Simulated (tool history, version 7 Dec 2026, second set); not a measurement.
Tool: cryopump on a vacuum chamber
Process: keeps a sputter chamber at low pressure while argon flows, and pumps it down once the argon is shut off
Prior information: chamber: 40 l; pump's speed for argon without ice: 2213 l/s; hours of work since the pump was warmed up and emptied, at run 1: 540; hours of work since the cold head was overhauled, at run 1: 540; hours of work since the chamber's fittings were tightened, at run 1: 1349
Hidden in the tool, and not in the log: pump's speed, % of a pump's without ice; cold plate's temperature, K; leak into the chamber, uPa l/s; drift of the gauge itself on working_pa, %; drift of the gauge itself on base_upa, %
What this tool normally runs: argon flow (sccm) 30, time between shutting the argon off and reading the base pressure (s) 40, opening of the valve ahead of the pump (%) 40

run	hour	argon flow (sccm)	time between shutting the argon off and reading the base pressure (s)	opening of the valve ahead of the pump (%)	hours of work since the pump was warmed up and emptied	hours of work since the cold head was overhauled	hours of work since the chamber's fittings were tightened	pressure while argon flows (Pa)	pressure after the wait (uPa)
1	0	30	40	40	540	540	1349	0.0592	2.79
2	38.7	30	40	40	561	561	1370	0.0598	2.86
3	81.9	34	40	40	584	584	1393	0.0674	2.88
4	108.2	34	40	40	599	599	1408	0.0674	2.92
5	135.2	34	40	40	613	613	1422	0.0675	2.88
6	159	34	40	40	626	626	1435	0.0676	2.95
7	208.8	34	40	40	653	653	1462	0.0678	3.04
8	240.8	30	40	40	671	671	1480	0.0601	2.9
9	287	30	88	40	696	696	1505	0.0604	2.14
10	341.2	30	88	40	725	725	1534	0.0601	2.16
11	373	30	88	40	743	743	1552	0.0601	2.1
12	406.9	30	40	40	761	761	1570	0.0602	3.09
13	446	51	40	40	782	782	1591	0.103	3.07
14	481.6	30	40	40	802	802	1611	0.0607	3.17
15	522.5	30	40	47	824	824	1633	0.0518	3.15
16	551.2	30	40	47	839	839	1648	0.0523	3.08
17	606.9	30	139	47	870	870	1679	0.0528	2
18	629.7	18	27	49	882	882	1691	0.0305	3.99
19	659.6	29	84	30	898	898	1707	0.0776	2.41
# hour 681.1: pump warmed up, emptied and cooled again
20	706.4	30	49	40	14	921	1730	0.0578	2.76
21	750.6	15	83	59	38	945	1754	0.0196	2.24
22	800.9	13	91	55	65	972	1781	0.0188	2.15
23	825.4	33	235	35	78	986	1795	0.0729	1.72
24	861.1	33	235	35	98	1005	1814	0.0723	1.75
25	900.8	39	124	26	119	1027	1836	0.1153	2.05
26	934.2	39	124	26	138	1045	1854	0.116	2.06

Run 27 is up next; what results do you expect?
27	979.2	39	124	26	162	1069	1878	?	?

For run 27 the tool returned pressure while argon flows (Pa) 0.1158, pressure after the wait (uPa) 2.06.
If the tool had no hidden condition, the same run with the same run-to-run variation would have returned pressure while argon flows (Pa) 0.1145, pressure after the wait (uPa) 0.67.
